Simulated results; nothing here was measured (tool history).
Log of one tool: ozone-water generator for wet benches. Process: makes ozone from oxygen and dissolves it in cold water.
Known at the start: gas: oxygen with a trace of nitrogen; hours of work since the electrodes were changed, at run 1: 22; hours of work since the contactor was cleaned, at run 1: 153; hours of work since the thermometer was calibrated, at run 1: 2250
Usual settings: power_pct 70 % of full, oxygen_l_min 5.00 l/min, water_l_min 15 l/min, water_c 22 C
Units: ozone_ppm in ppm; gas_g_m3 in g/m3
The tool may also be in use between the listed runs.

run    hour  power_pct  oxygen_l_min  water_l_min  water_c  hours of work since the electrodes were changed  hours of work since the contactor was cleaned  hours of work since the thermometer was calibrated  ozone_ppm  gas_g_m3
  1     0.0         70          5.00           15       22                                               22                                            153                                                2250       18.3     154.4
  2    90.7         70          5.00           15       17                                              102                                            233                                                2331       19.5     154.8
  3   145.6         70          5.00           15       17                                              151                                            282                                                2380       19.4     153.0
  4   197.7         70          5.00           15       17                                              197                                            328                                                2426       19.1     152.2
  5   277.0         48          5.00           15       22                                              268                                            399                                                2496       13.9     119.4
  6   379.6         48          5.00           15       22                                              359                                            490                                                2588       13.6     119.3
  7   435.6         48          5.00           15       22                                              408                                            539                                                2637       13.8     118.3
  8   514.0         48          5.00           18       22                                              478                                            609                                                2707       12.0     118.4
      598.5  -- water thermometer calibrated
  9   598.5         70          5.00           15       22                                              553                                            684                                                   0       17.6     150.5
 10   649.7         70          5.00           15       22                                              598                                            729                                                  45       17.5     151.4
 11   723.8         70          5.00           15       22                                              664                                            795                                                 111       17.7     149.7
 12   814.6         70          5.00           15       22                                              744                                            875                                                 192       17.5     151.8
 13   859.8         70          5.00           15       22                                              785                                            916                                                 232       17.5     150.0
 14   957.1         70          5.00           15       22                                              871                                           1002                                                 318       17.6     148.2
 15  1026.1         70          5.00           15       22                                              932                                           1063                                                 380       17.1     148.8
 16  1103.0         82          5.00           15       22                                             1001                                           1131                                                 448       19.2     165.6
 17  1156.2         82          5.00           15       22                                             1048                                           1179                                                 495       19.2     164.5
 18  1223.3         82          5.00           15       22                                             1107                                           1238                                                 555       19.0     163.1
 19  1288.9         69          5.00           16       22                                             1166                                           1297                                                 613       15.9     147.5
 20  1386.5         88          5.36           15       14                                             1252                                           1383                                                 700       22.8     168.6
 21  1491.6         70          5.00           19       15                                             1346                                           1477                                                 793       15.5     148.2
 22  1537.6         51          5.00           19       28                                             1386                                           1517                                                 834       10.7     119.6
 23  1639.0         81          5.00           15       14                                             1476                                           1607                                                 924       20.9     160.6
 24  1711.1         70          3.74           15       14                                             1540                                           1671                                                 988       17.6     159.7
 25  1810.7         70          5.00           10       22                                             1629                                           1760                                                1076       21.8     145.3
 26  1881.6         70          5.00           14       22                                             1692                                           1823                                                1139       17.2     145.0
 27  1977.8         70          5.68           18       22                                             1777                                           1908                                                1225       14.8     139.8
 28  2083.1         57          5.00           16       17                                             1871                                           2002                                                1318       14.8     127.2
 29  2163.5         90          7.79            9       24                                             1942                                           2073                                                1389       24.8     147.3
 30  2254.9         90          7.79            9       24                                             2023                                           2154                                                1471       24.8     145.4
 31  2310.7         70          2.72           15       23                                             2073                                           2204                                                1520       14.0     174.1
 32  2418.0         70          3.35           10       22                                             2168                                           2299                                                1615       20.3     160.4
 33  2477.4         70          3.35           10       22                                             2221                                           2352                                                1668       20.1     160.8

Hidden state at the last listed run before each entry between runs and at the first one after, where it differs:
Between runs 8 and 9: water thermometer calibrated (hour 598.5)
  yield of the discharge, % of new electrodes': 98.3 -> 98; contactor's efficiency, % of a clean one's: 96 -> 95.8; true water temperature over the reading, C: 0.61 -> 0.05
  measured less the result without the state, ozone_ppm: -0.5 -> -0.7 ppm; gas_g_m3: -1.6 -> -3.1 g/m3
